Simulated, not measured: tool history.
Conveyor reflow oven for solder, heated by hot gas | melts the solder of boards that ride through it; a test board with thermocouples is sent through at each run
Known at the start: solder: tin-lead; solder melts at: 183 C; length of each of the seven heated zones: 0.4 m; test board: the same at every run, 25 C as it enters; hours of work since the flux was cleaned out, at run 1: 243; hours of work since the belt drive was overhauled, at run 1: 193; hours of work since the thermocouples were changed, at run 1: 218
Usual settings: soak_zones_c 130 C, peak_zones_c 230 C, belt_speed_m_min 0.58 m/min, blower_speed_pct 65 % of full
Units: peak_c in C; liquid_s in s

| run | hour | soak_zones_c | peak_zones_c | belt_speed_m_min | blower_speed_pct | hours of work since the flux was cleaned out | hours of work since the belt drive was overhauled | hours of work since the thermocouples were changed | peak_c | liquid_s |
|---|---|---|---|---|---|---|---|---|---|---|
| 1 | 0 | 130 | 230 | 0.58 | 65 | 243 | 193 | 218 | 216.46 | 59.61 |
| 2 | 14.3 | 130 | 230 | 0.58 | 65 | 252 | 201 | 226 | 216.62 | 59.5 |
| 3 | 26.5 | 130 | 230 | 0.58 | 65 | 259 | 208 | 233 | 216.58 | 59.51 |
|  | 36.8 | flux residue cleaned out of gas plates and filters |
| 4 | 40.9 | 130 | 230 | 0.58 | 65 | 2 | 214 | 238 | 216.55 | 59.74 |
| 5 | 49.9 | 130 | 230 | 0.58 | 65 | 8 | 219 | 244 | 216.56 | 59.46 |
| 6 | 57.3 | 130 | 230 | 0.568 | 65 | 12 | 223 | 248 | 217.22 | 61.51 |
| 7 | 70.1 | 130 | 230 | 0.58 | 65 | 19 | 231 | 255 | 216.67 | 59.55 |
| 8 | 82.9 | 130 | 230 | 0.58 | 65 | 26 | 238 | 263 | 216.48 | 59.57 |
| 9 | 96.2 | 130 | 230 | 0.58 | 65 | 34 | 246 | 270 | 216.51 | 59.53 |
| 10 | 112 | 130 | 230 | 0.58 | 65 | 43 | 255 | 279 | 216.42 | 59.69 |
| 11 | 125.6 | 130 | 230 | 0.58 | 65 | 51 | 262 | 287 | 216.51 | 59.7 |
| 12 | 141 | 132 | 230 | 0.58 | 65 | 60 | 271 | 296 | 216.78 | 60.57 |
| 13 | 154.8 | 132 | 230 | 0.58 | 65 | 68 | 279 | 304 | 216.79 | 60.45 |
| 14 | 171.2 | 132 | 230 | 0.58 | 65 | 77 | 289 | 313 | 216.84 | 60.61 |
| 15 | 187.8 | 130 | 230 | 0.468 | 65 | 87 | 298 | 323 | 221.87 | 81.18 |
| 16 | 200.4 | 130 | 230 | 0.468 | 65 | 94 | 305 | 330 | 221.94 | 81.07 |
| 17 | 208 | 130 | 224 | 0.467 | 65 | 98 | 310 | 334 | 216.19 | 76.64 |
| 18 | 219.5 | 130 | 224 | 0.467 | 65 | 105 | 316 | 341 | 216.3 | 76.61 |
| 19 | 230.7 | 130 | 224 | 0.467 | 79 | 111 | 323 | 347 | 217.71 | 78.99 |
| 20 | 245.9 | 130 | 224 | 0.467 | 79 | 120 | 331 | 356 | 217.69 | 78.87 |
| 21 | 261.4 | 130 | 224 | 0.555 | 50 | 129 | 340 | 365 | 209.5 | 55.13 |
| 22 | 270.3 | 130 | 224 | 0.555 | 50 | 134 | 345 | 370 | 209.43 | 54.93 |
| 23 | 280.2 | 130 | 230 | 0.565 | 65 | 140 | 351 | 376 | 217.23 | 62.13 |
| 24 | 295.5 | 126 | 221 | 0.58 | 65 | 148 | 360 | 385 | 207.82 | 50.3 |
| 25 | 303.7 | 126 | 221 | 0.58 | 65 | 153 | 365 | 389 | 207.76 | 50.36 |
| 26 | 313.5 | 130 | 230 | 0.591 | 80 | 159 | 370 | 395 | 218.22 | 60.33 |
| 27 | 327.1 | 130 | 230 | 0.493 | 53 | 167 | 378 | 403 | 218.73 | 73.13 |
| 28 | 340.1 | 133 | 229 | 0.578 | 53 | 174 | 386 | 410 | 214 | 57.92 |
| 29 | 355.9 | 133 | 229 | 0.578 | 53 | 183 | 395 | 419 | 213.99 | 58.02 |
| 30 | 366.3 | 133 | 229 | 0.578 | 53 | 189 | 401 | 425 | 213.9 | 58.04 |
| 31 | 379.2 | 133 | 229 | 0.578 | 53 | 196 | 408 | 433 | 213.78 | 57.95 |

4 ways to go on from here, each from the tool as it stands after run 31. What would each give?
| A | 393.2 | 130 | 230 | 0.542 | 65 | 205 | 416 | 441 | ? | ? |
| B | 393.2 | 133 | 242 | 0.578 | 53 | 205 | 416 | 441 | ? | ? |
| C | 393.2 | 130 | 230 | 0.58 | 79 | 205 | 416 | 441 | ? | ? |
| D | 393.2 | 130 | 230 | 0.56 | 51 | 205 | 416 | 441 | ? | ? |

| run | peak_c | liquid_s |
|---|---|---|
| A | 218.26 | 65.92 |
| B | 225.46 | 66.93 |
| C | 218.75 | 61.91 |
| D | 214.83 | 59.64 |
Without the tool's hidden state the same runs would have given:
| run | peak_c | liquid_s |
|---|---|---|
| A | 218.24 | 65.9 |
| B | 225.45 | 66.91 |
| C | 218.74 | 61.9 |
| D | 214.82 | 59.62 |
